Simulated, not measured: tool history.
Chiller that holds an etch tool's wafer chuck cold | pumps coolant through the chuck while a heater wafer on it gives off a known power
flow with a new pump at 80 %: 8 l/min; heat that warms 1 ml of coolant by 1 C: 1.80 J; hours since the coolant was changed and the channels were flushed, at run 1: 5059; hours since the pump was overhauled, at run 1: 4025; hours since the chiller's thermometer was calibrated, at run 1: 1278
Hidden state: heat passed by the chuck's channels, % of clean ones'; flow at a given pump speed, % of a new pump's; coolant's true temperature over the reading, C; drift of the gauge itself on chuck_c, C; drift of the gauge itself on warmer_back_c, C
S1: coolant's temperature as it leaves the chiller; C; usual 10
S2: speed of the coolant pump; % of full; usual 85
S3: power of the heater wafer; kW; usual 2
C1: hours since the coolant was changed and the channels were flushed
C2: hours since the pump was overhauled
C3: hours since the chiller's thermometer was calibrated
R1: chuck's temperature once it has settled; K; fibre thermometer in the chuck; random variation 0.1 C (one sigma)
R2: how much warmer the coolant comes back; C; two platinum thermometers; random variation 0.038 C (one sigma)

run,hour,S1,S2,S3,C1,C2,C3,R1,R2
1,0,10,85,2,5059,4025,1278,299.55,7.85
2,47.5,10,85,2,5106,4072,1326,299.65,7.85
3,140.9,10,85,2,5200,4166,1419,299.65,7.77
4,203.5,10,85,2,5262,4228,1482,299.55,7.7
5,297.8,10,85,2,5357,4323,1576,299.65,7.72
6,352.7,10,85,2,5411,4377,1631,299.85,7.71
7,409.4,10,85,2,5468,4434,1688,299.45,7.71
8,470.3,10,85,2,5529,4495,1748,299.55,7.74
9,523.3,10,85,2,5582,4548,1802,299.65,7.64
10,623.9,10,86,2,5683,4649,1902,299.35,7.57
11,721.2,10,85,1.314,5780,4746,1999,293.85,4.95
12,778.5,14,85,2,5837,4803,2057,303.45,7.59
13,871.3,14,85,2,5930,4896,2149,303.65,7.61
14,920.4,14,85,2,5979,4945,2199,303.65,7.57
15,985.7,14,85,2,6045,5011,2264,303.65,7.58
16,1084.5,18,85,2,6143,5109,2363,307.65,7.54
17,1181.1,5,85,2,6240,5206,2459,294.45,7.56
18,1256.5,5,85,2,6315,5281,2535,294.65,7.53
19,1316.9,13,70,2.822,6376,5342,2595,313.35,13.41
20,1412.5,10,85,1.102,6471,5437,2691,292.25,3.89
21,1501.5,11,85,1.102,6560,5526,2780,293.25,3.92
22,1586,16,85,2.715,6645,5611,2864,311.45,10.28
23,1668.8,16,85,2.715,6728,5694,2947,311.55,10.18
24,1719.9,16,85,2.715,6779,5745,2998,311.45,10.14
25,1773.9,18,61,2,6833,5799,3052,312.75,10.89
26,1861.2,11,85,2,6920,5886,3139,300.35,7.33
27,1936.4,10,85,1.404,6995,5961,3215,294.75,4.99
# hour 1945.7: gauge calibrated
28,2020.2,16,98,2,7079,6045,3298,303.85,6.63
29,2106.7,7,78,1.176,7166,6132,3385,290.65,4.99
30,2176.4,6,68,1.956,7235,6201,3455,298.45,9.78
31,2258.6,6,68,1.956,7317,6283,3537,298.45,9.7

Forecast each of these 3 alternatives for the next run:
A,2322.6,9,80,1.821,7381,6347,3601,?,?
B,2322.6,18,84,1.072,7381,6347,3601,?,?
C,2322.6,6,71,1.956,7381,6347,3601,?,?

run,R1,R2
A,297.85,7.55
B,300.15,4.12
C,297.85,9.25
Without the tool's hidden state the same runs would have given:
run,R1,R2
A,297.85,7.64
B,300.15,4.21
C,297.75,9.33
